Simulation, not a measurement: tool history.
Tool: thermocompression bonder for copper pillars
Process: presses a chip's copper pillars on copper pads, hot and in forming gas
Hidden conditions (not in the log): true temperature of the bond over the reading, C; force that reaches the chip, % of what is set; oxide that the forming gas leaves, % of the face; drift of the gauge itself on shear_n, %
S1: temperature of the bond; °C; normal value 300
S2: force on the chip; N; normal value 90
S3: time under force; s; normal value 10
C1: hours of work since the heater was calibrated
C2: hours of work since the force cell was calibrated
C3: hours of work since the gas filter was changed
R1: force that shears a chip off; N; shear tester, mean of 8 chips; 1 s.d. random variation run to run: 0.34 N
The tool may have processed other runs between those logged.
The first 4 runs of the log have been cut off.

run,hour,S1,S2,S3,C1,C2,C3,R1
5,127.4,300,54,10,132,1073,85,55.4
6,147.8,300,54,10,145,1086,99,55.1
7,190.6,300,126,10,174,1115,128,95.3
8,218.2,300,126,10,193,1134,146,95.3
# hour 235.7: forming gas filter changed
9,236.9,300,126,10,205,1146,1,97.5
10,274.7,300,126,10,230,1171,26,97.5
11,298.2,300,115,10,246,1187,42,93.0
12,340.1,300,115,10,274,1215,70,92.4
13,377.2,300,115,10,299,1240,95,91.2
14,398.4,300,115,10,313,1254,109,91.5
15,438.8,300,115,10,340,1281,136,92.1
# hour 472.2: forming gas filter changed
16,482.5,300,115,10,369,1310,7,93.7
17,523.5,300,115,10,396,1337,34,92.8
18,547.0,300,90,10,412,1353,50,80.9
19,566.2,300,90,10,425,1366,63,80.5
20,604.1,300,90,9,450,1391,88,77.6
21,634.4,300,90,9,470,1412,109,77.4
22,670.2,302,90,12,494,1435,133,86.8
23,699.2,299,90,20,514,1455,152,97.2

Predict the results of run 24:
# hour 707.7: forming gas filter changed
24,717.9,300,61,24,526,1467,7,?

{"run 24": {"R1": 85.0}}
On a tool with no hidden condition, and with the same random variation, this run would have come out at R1 80.5 N.

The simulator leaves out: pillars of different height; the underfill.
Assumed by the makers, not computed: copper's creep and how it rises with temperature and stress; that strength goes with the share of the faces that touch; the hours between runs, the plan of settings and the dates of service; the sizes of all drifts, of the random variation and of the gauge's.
